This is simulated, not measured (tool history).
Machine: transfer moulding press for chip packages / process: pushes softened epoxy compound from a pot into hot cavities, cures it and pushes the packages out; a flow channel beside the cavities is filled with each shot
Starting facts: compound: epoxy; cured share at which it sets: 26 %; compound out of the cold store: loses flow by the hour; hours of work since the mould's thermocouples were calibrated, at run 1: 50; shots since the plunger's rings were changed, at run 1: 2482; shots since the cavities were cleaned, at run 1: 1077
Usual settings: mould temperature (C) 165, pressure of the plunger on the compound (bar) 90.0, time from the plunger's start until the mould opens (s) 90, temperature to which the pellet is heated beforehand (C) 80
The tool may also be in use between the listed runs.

run,hour,mould temperature (C),pressure of the plunger on the compound (bar),time from the plunger's start until the mould opens (s),temperature to which the pellet is heated beforehand (C),hours of work since the mould's thermocouples were calibrated,shots since the plunger's rings were changed,shots since the cavities were cleaned,incoming compound's hours out of the cold store,length that the compound runs in the flow channel (mm),greatest force on the pins that push the packages out (N)
1,0.0,165,90.0,90,80,50,2482,1077,38.8,768,760
# hour 9.6: cavities cleaned with cleaning compound and waxed
2,31.6,165,90.0,90,80,65,2812,242,46.4,723,562
3,51.6,165,103.0,90,80,75,3032,462,30.5,855,635
4,85.3,165,90.0,90,80,92,3401,831,9.4,913,728
# hour 115.2: cavities cleaned with cleaning compound and waxed
5,131.4,165,90.0,90,80,115,3890,178,29.8,790,547
6,165.4,165,79.9,90,80,132,4263,551,13.6,825,697
7,194.6,165,79.9,90,80,147,4583,871,34.3,715,696
# hour 222.6: cavities cleaned with cleaning compound and waxed
8,242.5,165,76.7,90,80,170,5093,219,19.3,761,577
9,266.5,165,76.7,90,80,182,5356,482,43.9,642,627
10,300.7,165,106.9,90,80,200,5731,857,42.0,766,679
# hour 328.6: cavities cleaned with cleaning compound and waxed
11,350.1,165,73.5,90,82,224,6257,237,47.5,606,529
12,377.9,158,93.1,105,75,238,6561,541,9.6,890,811
# hour 408.0: plunger's sealing rings changed
13,414.4,158,93.1,105,75,255,70,914,37.6,852,776
# hour 435.4: cavities cleaned with cleaning compound and waxed
14,457.9,168,81.8,114,77,277,531,247,11.9,891,467
15,486.1,168,81.8,114,77,291,840,556,37.1,753,566
16,513.5,168,81.8,114,77,305,1141,857,44.4,715,596
# hour 541.1: cavities cleaned with cleaning compound and waxed
17,553.5,167,93.2,85,80,324,1563,136,42.1,759,471
18,600.9,165,96.3,93,81,348,2084,657,20.4,893,642
19,630.8,165,104.4,90,88,363,2411,984,29.4,874,702
# hour 648.1: cavities cleaned with cleaning compound and waxed
20,652.9,173,90.0,79,87,374,2638,53,41.8,718,415

Consider 3 possible next runs. They are alternatives, not a sequence: every one starts from the tool as it was left by run 20. What does each give?
A,696.6,170,82.4,90,72,396,3117,532,12.4,?,?
B,696.6,167,90.0,83,78,396,3117,532,32.3,?,?
C,696.6,168,90.0,77,80,396,3117,532,32.9,?,?

run,length that the compound runs in the flow channel (mm),greatest force on the pins that push the packages out (N)
A,843,582
B,775,665
C,777,702
The same runs, with their run-to-run variation unchanged, on a tool lacking any hidden condition would have given:
run,length that the compound runs in the flow channel (mm),greatest force on the pins that push the packages out (N)
A,903,396
B,830,465
C,832,499
